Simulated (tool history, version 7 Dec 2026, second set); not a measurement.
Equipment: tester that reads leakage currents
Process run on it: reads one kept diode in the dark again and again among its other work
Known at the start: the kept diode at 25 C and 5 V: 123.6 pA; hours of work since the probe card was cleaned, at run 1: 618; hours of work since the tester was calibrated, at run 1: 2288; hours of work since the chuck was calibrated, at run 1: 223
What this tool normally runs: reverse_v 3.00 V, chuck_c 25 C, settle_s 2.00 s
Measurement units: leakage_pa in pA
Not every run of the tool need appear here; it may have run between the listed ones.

run    hour  reverse_v  chuck_c  settle_s  hours of work since the probe card was cleaned  hours of work since the tester was calibrated  hours of work since the chuck was calibrated  leakage_pa
  1     0.0       3.00       25      2.00                                             618                                           2288                                           223       96.28
  2    76.2       3.00       25      2.00                                             654                                           2323                                           259       95.86
  3   239.4       3.61       25      2.00                                             730                                           2400                                           335      104.84
  4   380.3       3.61       25      3.14                                             796                                           2466                                           401      105.30
  5   536.8       3.00       26      2.00                                             869                                           2539                                           474      104.65
  6   674.0       3.00       25      5.31                                             933                                           2603                                           538       95.99
  7   768.3       3.00       25      3.62                                             977                                           2647                                           582       95.47
  8   871.1       3.00       54      2.00                                            1025                                           2695                                           630      997.33
      995.3  -- probe card cleaned and baked
  9  1017.8       2.54       24      0.58                                              11                                           2762                                           698       80.95
 10  1134.7       2.54       24      0.58                                              65                                           2817                                           752       81.67
 11  1266.3       7.08       34      2.00                                             127                                           2878                                           814      321.11
 12  1387.1       9.76       49      1.74                                             183                                           2935                                           870     1240.68
 13  1538.3       2.12       55      0.89                                             254                                           3006                                           941      909.22
 14  1627.8       2.12       55      0.89                                             296                                           3047                                           983      909.17
 15  1786.8       1.18       52      9.02                                             370                                           3122                                          1057      542.29
 16  1861.6       1.18       52      9.02                                             405                                           3157                                          1092      540.27

Forecast each of these 5 alternatives for the next run:
  A  1965.6       1.13       44      3.57                                             454                                           3205                                          1141           ?
  B  1965.6       5.32       52      9.02                                             454                                           3205                                          1141           ?
  C  1965.6       1.36       21      9.02                                             454                                           3205                                          1141           ?
  D  1965.6       1.18       23      9.02                                             454                                           3205                                          1141           ?
  E  1965.6       1.48       46      0.81                                             454                                           3205                                          1141           ?

run  leakage_pa
  A      284.87
  B     1145.67
  C       45.01
  D       50.18
  E      385.04
With no hidden state in the tool, these same runs would have given:
run  leakage_pa
  A      284.94
  B     1145.90
  C       45.01
  D       50.18
  E      385.13
